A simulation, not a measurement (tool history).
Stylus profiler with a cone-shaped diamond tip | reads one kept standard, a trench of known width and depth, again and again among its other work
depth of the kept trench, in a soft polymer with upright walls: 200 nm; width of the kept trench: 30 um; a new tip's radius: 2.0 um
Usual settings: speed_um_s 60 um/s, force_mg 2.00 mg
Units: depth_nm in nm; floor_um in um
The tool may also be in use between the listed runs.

{"run": 1, "hour": 0.0, "speed_um_s": 60, "force_mg": 2.0, "depth_nm": 202.34, "floor_um": 26.59}
{"hour": 51.6, "done": "new tip fitted, height scale calibrated"}
{"run": 2, "hour": 109.8, "speed_um_s": 60, "force_mg": 2.0, "depth_nm": 202.64, "floor_um": 28.02}
{"run": 3, "hour": 217.8, "speed_um_s": 60, "force_mg": 2.0, "depth_nm": 202.46, "floor_um": 28.02}
{"run": 4, "hour": 288.3, "speed_um_s": 60, "force_mg": 3.72, "depth_nm": 203.79, "floor_um": 27.95}
{"run": 5, "hour": 359.9, "speed_um_s": 60, "force_mg": 3.72, "depth_nm": 203.95, "floor_um": 27.92}
{"run": 6, "hour": 425.4, "speed_um_s": 60, "force_mg": 3.72, "depth_nm": 203.78, "floor_um": 27.88}
{"run": 7, "hour": 523.1, "speed_um_s": 60, "force_mg": 1.4, "depth_nm": 201.9, "floor_um": 27.74}
{"run": 8, "hour": 632.0, "speed_um_s": 60, "force_mg": 1.4, "depth_nm": 201.93, "floor_um": 27.74}
{"run": 9, "hour": 727.4, "speed_um_s": 60, "force_mg": 5.51, "depth_nm": 204.93, "floor_um": 27.79}
{"run": 10, "hour": 809.2, "speed_um_s": 60, "force_mg": 5.51, "depth_nm": 204.89, "floor_um": 27.79}
{"hour": 817.8, "done": "height scale calibrated on a step standard"}
{"run": 11, "hour": 896.7, "speed_um_s": 60, "force_mg": 2.0, "depth_nm": 202.05, "floor_um": 27.7}
{"run": 12, "hour": 980.8, "speed_um_s": 60, "force_mg": 2.0, "depth_nm": 202.22, "floor_um": 27.66}
{"run": 13, "hour": 1037.4, "speed_um_s": 60, "force_mg": 2.0, "depth_nm": 202.27, "floor_um": 27.62}
{"hour": 1088.2, "done": "height scale calibrated on a step standard, once more"}
{"run": 14, "hour": 1102.7, "speed_um_s": 194, "force_mg": 2.63, "depth_nm": 203.01, "floor_um": 27.18}
{"run": 15, "hour": 1155.2, "speed_um_s": 96, "force_mg": 2.62, "depth_nm": 203.09, "floor_um": 27.48}
{"run": 16, "hour": 1220.8, "speed_um_s": 162, "force_mg": 2.19, "depth_nm": 202.65, "floor_um": 27.25}
{"run": 17, "hour": 1338.5, "speed_um_s": 162, "force_mg": 2.19, "depth_nm": 203.05, "floor_um": 27.16}
{"run": 18, "hour": 1438.5, "speed_um_s": 126, "force_mg": 1.09, "depth_nm": 201.77, "floor_um": 27.08}
{"run": 19, "hour": 1503.5, "speed_um_s": 126, "force_mg": 1.09, "depth_nm": 201.69, "floor_um": 27.08}
{"run": 20, "hour": 1557.4, "speed_um_s": 53, "force_mg": 0.95, "depth_nm": 201.54, "floor_um": 27.32}
{"run": 21, "hour": 1606.1, "speed_um_s": 18, "force_mg": 0.69, "depth_nm": 201.26, "floor_um": 27.5}
{"run": 22, "hour": 1690.9, "speed_um_s": 62, "force_mg": 3.47, "depth_nm": 203.46, "floor_um": 27.41}
{"run": 23, "hour": 1775.2, "speed_um_s": 138, "force_mg": 3.94, "depth_nm": 203.84, "floor_um": 27.22}
{"run": 24, "hour": 1837.6, "speed_um_s": 57, "force_mg": 1.64, "depth_nm": 202.22, "floor_um": 27.27}
{"run": 25, "hour": 1932.0, "speed_um_s": 57, "force_mg": 1.64, "depth_nm": 202.07, "floor_um": 27.18}

Forecast each of these 5 alternatives for the next run:
{"run": "A", "hour": 2030.7, "speed_um_s": 201, "force_mg": 1.64, "depth_nm": "?", "floor_um": "?"}
{"run": "B", "hour": 2030.7, "speed_um_s": 22, "force_mg": 1.64, "depth_nm": "?", "floor_um": "?"}
{"run": "C", "hour": 2030.7, "speed_um_s": 48, "force_mg": 0.85, "depth_nm": "?", "floor_um": "?"}
{"run": "D", "hour": 2030.7, "speed_um_s": 33, "force_mg": 2.86, "depth_nm": "?", "floor_um": "?"}
{"run": "E", "hour": 2030.7, "speed_um_s": 183, "force_mg": 2.0, "depth_nm": "?", "floor_um": "?"}

run=A depth_nm=201.96 floor_um=26.77
run=B depth_nm=201.84 floor_um=27.37
run=C depth_nm=201.30 floor_um=27.20
run=D depth_nm=203.10 floor_um=27.33
run=E depth_nm=202.18 floor_um=26.81
Without the tool's hidden state the same runs would have given:
run=A depth_nm=202.26 floor_um=27.59
run=B depth_nm=202.15 floor_um=28.19
run=C depth_nm=201.60 floor_um=28.02
run=D depth_nm=203.40 floor_um=28.15
run=E depth_nm=202.48 floor_um=27.63

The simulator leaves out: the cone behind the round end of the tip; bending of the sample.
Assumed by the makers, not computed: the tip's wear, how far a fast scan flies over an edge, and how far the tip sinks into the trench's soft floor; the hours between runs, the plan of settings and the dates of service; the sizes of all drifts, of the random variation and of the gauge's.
